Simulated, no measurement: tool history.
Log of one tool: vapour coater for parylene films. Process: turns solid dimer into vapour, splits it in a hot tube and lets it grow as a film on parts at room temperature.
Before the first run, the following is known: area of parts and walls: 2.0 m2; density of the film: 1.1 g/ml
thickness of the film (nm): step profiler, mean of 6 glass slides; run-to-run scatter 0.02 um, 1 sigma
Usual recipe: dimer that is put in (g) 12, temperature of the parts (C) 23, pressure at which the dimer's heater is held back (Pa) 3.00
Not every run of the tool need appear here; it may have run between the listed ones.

run   hour  dimer that is put in (g)  temperature of the parts (C)  pressure at which the dimer's heater is held back (Pa)  thickness of the film (nm)
  1    0.0                        12                            23                                                    3.00                        3050
  2    6.2                        12                            23                                                    3.00                        3110
  3   21.8                        12                            23                                                    3.00                        3070
  4   36.9                        12                            23                                                    3.00                        3110
  5   44.2                        12                            23                                                    3.00                        3090
  6   55.0                        12                            23                                                    3.00                        3120
  7   62.7                        13                            23                                                    3.00                        3300
  8   75.4                        13                            23                                                    3.00                        3350
  9   81.9                        13                            23                                                    3.00                        3320
 10   89.0                        12                            17                                                    3.00                        3790
 11   95.5                        12                            16                                                    2.09                        4110
 12  103.8                        12                            24                                                   10.62                        2490
 13  119.3                         5                            22                                                    5.75                        1230
 14  132.3                        10                            25                                                    7.85                        2080
 15  140.2                        10                            25                                                    7.85                        2060
 16  154.9                        10                            25                                                    6.05                        2170
 17  164.7                         7                            30                                                    6.05                        1240
 18  178.9                         7                            29                                                    2.07                        1490
 19  191.1                        16                            21                                                    9.51                        3720

3 options for the next run, each taken on its own from the tool as it stands now. Forecast them:
  A  198.7                        15                            16                                                    4.68                           ?
  B  198.7                        16                            21                                                    9.99                           ?
  C  198.7                        16                            18                                                    2.49                           ?

run  thickness of the film (nm)
  A                        4550
  B                        3670
  C                        4900
Had the tool no hidden state, the same runs would have come out as:
run  thickness of the film (nm)
  A                        4830
  B                        3890
  C                        5200

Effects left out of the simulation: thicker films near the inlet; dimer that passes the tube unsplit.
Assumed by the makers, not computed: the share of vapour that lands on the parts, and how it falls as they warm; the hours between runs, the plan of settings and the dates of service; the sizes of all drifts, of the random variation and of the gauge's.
